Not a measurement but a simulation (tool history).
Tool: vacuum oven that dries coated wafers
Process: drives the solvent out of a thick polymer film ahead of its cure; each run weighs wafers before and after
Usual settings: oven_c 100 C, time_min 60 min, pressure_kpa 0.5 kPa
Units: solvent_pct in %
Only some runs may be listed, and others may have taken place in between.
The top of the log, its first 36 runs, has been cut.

run,day,oven_c,time_min,pressure_kpa,solvent_pct
37,57.442,108,61,0.273,0.374
38,59.158,108,61,0.273,0.345
39,61.096,100,32,0.5,4.178
40,62.3,100,102,1.219,0.898
41,64.267,102,31,0.5,3.711
# day 64.929: oven's thermocouples calibrated
42,65.275,102,31,0.32,3.944
43,66.317,98,107,0.32,0.461
44,67.862,98,63,1.374,2.235
45,69.196,102,30,1.951,4.893
46,70.838,90,81,0.817,2.793
47,72.438,93,35,0.296,6.259

What if the next run were any one of these 3? Each begins from the tool's condition after run 47:
A,74.029,100,54,0.388,?
B,74.029,93,35,1.231,?
C,74.029,97,54,0.5,?

run,solvent_pct
A,1.753
B,6.822
C,2.503
Had the tool no hidden state, the same runs would have come out as:
run,solvent_pct
A,1.704
B,6.794
C,2.455
